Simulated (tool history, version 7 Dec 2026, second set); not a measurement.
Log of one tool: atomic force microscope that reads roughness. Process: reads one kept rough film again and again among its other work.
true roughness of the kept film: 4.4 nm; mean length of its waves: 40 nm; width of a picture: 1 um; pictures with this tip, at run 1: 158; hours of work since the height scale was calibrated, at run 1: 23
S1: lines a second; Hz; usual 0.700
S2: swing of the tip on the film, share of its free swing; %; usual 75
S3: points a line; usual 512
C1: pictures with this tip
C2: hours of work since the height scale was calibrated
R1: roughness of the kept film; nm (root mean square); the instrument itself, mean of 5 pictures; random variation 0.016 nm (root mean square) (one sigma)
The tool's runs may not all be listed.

run     day     S1  S2    S3   C1   C2     R1
  1   0.000  0.700  75   512  158   23  3.467
  2   0.312  0.700  75   512  172   28  3.434
  3   0.750  0.700  75   512  192   34  3.371
      0.867  -- new tip fitted
  4   0.983  0.700  75   512    5   38  3.922
  5   1.208  0.700  75   512   15   41  3.890
  6   1.438  0.700  75   462   25   44  3.845
  7   1.904  0.700  75   512   46   51  3.769
  8   2.229  0.700  70   512   61   56  3.779
  9   2.612  1.829  75   512   78   62  3.368
 10   3.083  1.829  75   512   99   69  3.324
 11   3.383  0.700  75   512  112   74  3.557
 12   3.679  0.700  75   333  126   78  3.519
 13   4.071  0.700  75   788  143   84  3.487
 14   4.442  0.700  75   788  160   90  3.428
 15   4.867  0.700  75   788  179   96  3.389
      5.283  -- new tip fitted
 16   5.362  0.718  75   788    3  103  3.913
 17   5.575  0.718  75   788   13  107  3.858
 18   6.029  0.718  55   788   33  113  3.938
 19   6.488  0.718  55   788   53  120  3.887
 20   6.900  0.718  55   788   72  127  3.821
 21   7.146  0.718  55   788   83  130  3.819
 22   7.338  0.718  55   788   91  133  3.770
 23   7.804  0.700  75  1021  112  140  3.569
 24   8.167  0.700  75   555  129  146  3.496
 25   8.483  0.700  75   555  143  150  3.477
 26   8.825  0.700  75   555  158  156  3.429
 27   9.221  0.700  61   512  176  162  3.474
 28   9.554  0.700  61   512  191  167  3.446
      9.688  -- new tip fitted
 29  10.025  0.563  61   875   15  173  4.028
 30  10.354  0.563  67   439   30  178  3.892
 31  10.583  0.563  67   367   40  182  3.859
 32  10.925  0.700  88   257   55  187  3.545
 33  11.200  0.700  88   650   67  191  3.499
 34  11.483  3.158  57   803   80  195  3.603
 35  11.808  0.748  67   773   95  200  3.669
 36  12.092  1.668  64   417  107  205  3.527
 37  12.471  1.668  64   417  124  210  3.475
     12.542  -- height scale calibrated on a step standard
 38  12.775  0.638  89   512  136    4  3.352
 39  13.000  2.609  74   421  146    7  3.034
 40  13.412  0.508  61   483  165   13  3.550
 41  13.767  2.624  78   377  180   19  2.829
 42  13.996  0.644  87   924  191   22  3.232
     14.125  -- new tip fitted
 43  14.212  0.782  70   476    3   25  3.926
 44  14.471  0.700  57   512   15   29  3.959
     14.579  -- height scale calibrated on a step standard, once more
 45  14.950  0.785  75   512   35    6  3.784
 46  15.221  0.785  75   512   47   10  3.730
 47  15.467  0.785  75   512   58   13  3.678
 48  15.754  1.722  75   952   71   18  3.398
 49  16.196  1.185  71   381   90   24  3.570
 50  16.512  1.025  71   376  105   29  3.511
 51  16.775  1.025  71   376  116   33  3.461
 52  17.033  1.025  59   274  128   37  3.585
 53  17.483  0.700  66   512  148   44  3.521

Forecast each of these 4 alternatives for the next run:
  A  17.692  1.474  84  654  157  47   ?
  B  17.692  0.639  62  980  157  47   ?
  C  17.692  0.700  78  326  157  47   ?
  D  17.692  0.700  81  512  157  47   ?

run     R1
  A  3.033
  B  3.502
  C  3.374
  D  3.364
Without the tool's hidden state the same runs would have given:
run     R1
  A  3.483
  B  4.023
  C  3.875
  D  3.864
